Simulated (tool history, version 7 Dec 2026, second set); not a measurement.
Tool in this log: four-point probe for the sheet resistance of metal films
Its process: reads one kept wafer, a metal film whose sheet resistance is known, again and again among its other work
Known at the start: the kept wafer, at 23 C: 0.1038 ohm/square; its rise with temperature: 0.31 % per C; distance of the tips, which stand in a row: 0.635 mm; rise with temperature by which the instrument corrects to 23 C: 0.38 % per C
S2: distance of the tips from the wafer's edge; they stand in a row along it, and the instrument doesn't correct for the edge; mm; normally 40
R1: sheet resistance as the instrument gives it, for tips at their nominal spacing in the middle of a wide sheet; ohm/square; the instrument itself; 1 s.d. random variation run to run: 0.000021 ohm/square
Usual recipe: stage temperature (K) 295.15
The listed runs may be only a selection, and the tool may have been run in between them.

run 1 hour=0 | stage_temperature_(K)=295.15 S2=40 | R1=0.103356
run 2 hour=44.6 | stage_temperature_(K)=295.15 S2=40 | R1=0.103339
run 3 hour=97.6 | stage_temperature_(K)=300.15 S2=40 | R1=0.102929
run 4 hour=180.6 | stage_temperature_(K)=300.15 S2=40 | R1=0.102932
run 5 hour=227 | stage_temperature_(K)=300.15 S2=40 | R1=0.102875
run 6 hour=264.2 | stage_temperature_(K)=292.15 S2=16 | R1=0.103536
run 7 hour=324.8 | stage_temperature_(K)=300.15 S2=4 | R1=0.104214
run 8 hour=392.5 | stage_temperature_(K)=294.15 S2=7 | R1=0.103734
run 9 hour=452.1 | stage_temperature_(K)=301.15 S2=14 | R1=0.102872
run 10 hour=538.3 | stage_temperature_(K)=301.15 S2=14 | R1=0.102811

What if the next run were any one of these 3? Each begins from the tool's condition after run 10:
run A hour=588.8 | stage_temperature_(K)=294.15 S2=49 | R1=?
run B hour=588.8 | stage_temperature_(K)=305.15 S2=19 | R1=?
run C hour=588.8 | stage_temperature_(K)=304.15 S2=40 | R1=?

run=A R1=0.103197
run=B R1=0.102446
run=C R1=0.102484
What these runs would have given with no unlogged condition in the tool:
run=A R1=0.10396
run=B R1=0.10321
run=C R1=0.103248

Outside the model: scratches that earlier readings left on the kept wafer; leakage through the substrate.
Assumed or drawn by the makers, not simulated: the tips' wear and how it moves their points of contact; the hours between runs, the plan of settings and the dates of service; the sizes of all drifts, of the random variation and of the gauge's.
